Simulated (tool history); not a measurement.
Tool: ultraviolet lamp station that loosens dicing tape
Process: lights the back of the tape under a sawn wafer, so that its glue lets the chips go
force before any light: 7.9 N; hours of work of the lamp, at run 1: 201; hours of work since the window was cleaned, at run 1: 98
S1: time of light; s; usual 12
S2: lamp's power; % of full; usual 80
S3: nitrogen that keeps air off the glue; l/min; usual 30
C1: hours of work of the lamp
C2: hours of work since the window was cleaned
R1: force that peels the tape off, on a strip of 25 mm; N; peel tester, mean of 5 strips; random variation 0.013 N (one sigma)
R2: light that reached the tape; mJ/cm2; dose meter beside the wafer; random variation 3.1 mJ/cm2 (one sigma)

run,day,S1,S2,S3,C1,C2,R1,R2
1,0,12,80,30,201,98,0.708,444
2,0.358,12,80,30,208,104,0.724,452
3,0.8,12,80,30,216,112,0.719,445
4,1.4,12,80,30,227,123,0.703,442
5,1.958,12,80,30,237,133,0.742,440
6,2.546,12,80,30,248,144,0.705,444
7,2.912,12,80,30,254,151,0.721,439
8,3.496,8,80,30,265,161,1.512,293
9,4.179,8,80,30,278,174,1.553,286
10,4.546,8,80,30,284,181,1.581,290
11,4.908,8,80,30,291,187,1.573,291
12,5.633,12,80,30,304,200,0.736,436
13,6.383,12,80,30,318,214,0.755,432
14,6.779,11,80,30,325,221,0.92,401
15,7.229,11,80,30,333,230,0.94,393
16,7.775,11,80,30,343,240,0.917,394
17,8.558,12,80,30,358,254,0.785,426
18,8.883,21,80,30,363,260,0.232,749
19,9.388,21,80,30,373,269,0.23,738
20,10.025,21,80,30,384,281,0.233,742
21,10.4,10,80,33,391,288,1.03,355
# day 10.458: window cleaned of glue's vapour
22,11.171,10,80,33,405,13,1.088,348
23,11.721,10,80,33,415,23,1.09,347
24,12.154,10,80,33,423,31,1.105,342
25,12.696,12,80,57,433,41,0.509,413
26,13.321,12,83,30,444,52,0.774,424
27,13.658,12,93,12,450,58,1.285,480
# day 14.196: window cleaned of glue's vapour, once more
28,14.312,22,62,32,462,2,0.334,615
29,15.058,19,62,32,476,16,0.449,527
30,15.517,19,62,32,484,24,0.473,522
31,15.917,13,82,30,491,31,0.609,473
32,16.583,10,87,38,503,44,0.797,388
33,17.242,13,68,27,515,56,0.998,393
34,17.775,13,77,27,525,65,0.762,443
35,18.308,13,77,27,535,75,0.801,443
36,18.629,13,77,27,541,81,0.784,441
37,19.196,12,62,37,551,91,1.128,330
38,19.958,12,62,37,565,105,1.127,327
39,20.529,10,62,44,575,116,1.414,271
40,21.296,12,72,12,589,130,1.793,378

Forecast each of these 4 alternatives for the next run:
A,21.7,10,91,30,597,137,?,?
B,21.7,6,71,46,597,137,?,?
C,21.7,12,72,16,597,137,?,?
D,21.7,16,82,23,597,137,?,?

run,R1,R2
A,0.895,397
B,2.304,184
C,1.514,376
D,0.513,569
Without the tool's hidden state the same runs would have given:
run,R1,R2
A,0.677,455
B,1.941,212
C,1.208,431
D,0.378,653

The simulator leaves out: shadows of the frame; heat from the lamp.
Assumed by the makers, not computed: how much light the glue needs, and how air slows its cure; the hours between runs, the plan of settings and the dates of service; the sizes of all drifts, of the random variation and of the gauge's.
